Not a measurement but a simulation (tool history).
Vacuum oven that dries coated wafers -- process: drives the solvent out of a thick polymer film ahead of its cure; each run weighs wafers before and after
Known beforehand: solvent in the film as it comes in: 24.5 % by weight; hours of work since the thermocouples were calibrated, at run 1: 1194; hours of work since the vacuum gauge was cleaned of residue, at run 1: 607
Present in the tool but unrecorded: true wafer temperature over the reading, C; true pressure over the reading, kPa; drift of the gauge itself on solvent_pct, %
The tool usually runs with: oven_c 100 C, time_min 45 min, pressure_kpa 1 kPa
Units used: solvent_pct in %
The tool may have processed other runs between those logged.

run,day,oven_c,time_min,pressure_kpa,hours of work since the thermocouples were calibrated,hours of work since the vacuum gauge was cleaned of residue,solvent_pct
1,0,100,45,1,1194,607,1.65
2,0.888,100,45,1,1210,623,1.63
3,2.842,100,45,1,1247,660,1.71
4,4.054,100,45,1,1269,682,1.68
5,5.471,100,45,1,1296,709,1.72
6,6.912,100,45,1,1323,736,1.82
7,8.658,100,45,1,1355,768,1.75
8,10.158,100,45,1,1383,796,1.73
9,11.362,100,45,1,1406,819,1.75
10,12.854,100,45,2.92,1434,847,2.66
11,13.988,100,45,2.92,1455,868,2.73
12,15.408,100,24,2.92,1481,894,5.74
# day 16.762: oven's thermocouples calibrated
13,16.762,100,24,2.92,0,918,5.12
14,18.142,100,45,1.28,26,944,1.67
15,20.121,108,45,1.28,63,981,0.69
16,22.133,100,45,1,100,1018,1.58
# day 23.046: vacuum gauge cleaned of residue and calibrated
17,23.079,100,45,1,117,1,1.35
18,25.042,100,45,1,153,37,1.3
19,27.038,100,45,1,191,74,1.4
20,28.996,90,45,1,227,111,4.52
21,29.983,90,45,1,246,129,4.69
22,30.842,99,45,1,262,146,1.49
23,32.5,99,45,1,293,176,1.73
24,34.412,99,45,1,328,212,1.64
25,36.383,113,33,1.15,365,249,0.53
26,37.625,103,39,1,388,272,1.3
27,38.725,103,39,1,409,293,1.26
28,39.712,100,30,0.85,427,311,3.06
29,40.654,100,30,0.85,445,329,3.04
30,42.612,100,45,0.6,481,365,1.34
31,43.567,100,45,0.6,499,383,1.32
32,44.604,102,74,1.42,519,402,0.85
33,46.562,102,74,1.42,555,439,0.8
34,48.446,102,74,1.42,590,474,0.72
35,49.892,88,60,1,617,501,4.08
36,51.221,96,60,1,642,526,1.63
37,53.092,108,34,2.08,677,561,1.31
38,54.479,92,33,0.94,703,587,6.13
39,56.275,104,26,0.55,736,620,2.47
40,57.525,104,26,0.55,760,644,2.45
41,59.021,104,26,0.55,788,671,2.51
42,60.483,100,25,1,815,699,4.4
43,62.529,91,55,1.38,853,737,3.8
44,63.596,104,50,0.64,873,757,0.69
45,65.496,101,78,1,908,792,0.73
46,66.388,99,45,0.77,925,809,1.87
47,67.683,99,45,0.77,949,833,1.84

Each row is a separate what-if for the run after 47, all from the same tool condition, not one after another. Results?
A,69.392,100,45,1.54,981,865,?
B,69.392,107,45,1.44,981,865,?
C,69.392,89,74,1.41,981,865,?
D,69.392,104,24,0.94,981,865,?

run,solvent_pct
A,2.09
B,0.96
C,3.32
D,3.21
What these runs would have given with no unlogged condition in the tool:
run,solvent_pct
A,1.62
B,0.71
C,2.6
D,2.59

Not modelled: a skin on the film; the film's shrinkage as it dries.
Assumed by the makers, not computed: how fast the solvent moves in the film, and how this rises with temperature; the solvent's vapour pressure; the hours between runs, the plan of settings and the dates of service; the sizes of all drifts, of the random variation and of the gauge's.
